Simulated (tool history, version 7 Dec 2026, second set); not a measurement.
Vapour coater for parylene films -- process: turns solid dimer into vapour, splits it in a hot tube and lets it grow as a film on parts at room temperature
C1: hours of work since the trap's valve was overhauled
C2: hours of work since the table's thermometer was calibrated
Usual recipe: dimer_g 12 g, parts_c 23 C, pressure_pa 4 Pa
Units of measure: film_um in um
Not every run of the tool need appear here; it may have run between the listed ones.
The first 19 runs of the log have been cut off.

run 20 hour=203.9 | dimer_g=6 parts_c=23 pressure_pa=4 | C1=156 C2=365 | film_um=1.202
-- hour=209.2 trap's valve overhauled
run 21 hour=218.2 | dimer_g=15 parts_c=23 pressure_pa=2.6 | C1=4 C2=370 | film_um=3.239
run 22 hour=224.4 | dimer_g=15 parts_c=23 pressure_pa=2.6 | C1=7 C2=373 | film_um=3.261
run 23 hour=234 | dimer_g=12 parts_c=29 pressure_pa=10.24 | C1=12 C2=378 | film_um=1.453
-- hour=240.4 trap's valve overhauled, once more
run 24 hour=248.3 | dimer_g=12 parts_c=29 pressure_pa=10.24 | C1=4 C2=383 | film_um=1.499
run 25 hour=257.4 | dimer_g=12 parts_c=29 pressure_pa=10.24 | C1=8 C2=388 | film_um=1.496
run 26 hour=266.4 | dimer_g=13 parts_c=18 pressure_pa=3.6 | C1=13 C2=392 | film_um=3.418
run 27 hour=281.4 | dimer_g=6 parts_c=23 pressure_pa=8.24 | C1=20 C2=399 | film_um=1.048
run 28 hour=288.4 | dimer_g=12 parts_c=23 pressure_pa=7.23 | C1=24 C2=403 | film_um=2.152
run 29 hour=303.7 | dimer_g=10 parts_c=25 pressure_pa=4.41 | C1=31 C2=410 | film_um=1.797
run 30 hour=314.6 | dimer_g=14 parts_c=28 pressure_pa=4 | C1=37 C2=416 | film_um=2.239

What does the tool deliver on the next run?
run 31 hour=329.2 | dimer_g=10 parts_c=16 pressure_pa=4.34 | C1=44 C2=423 | film_um=?

{"run 31": {"film_um": 2.786}}
Had the tool carried no hidden state, the very same run would have given film_um 2.796 um.
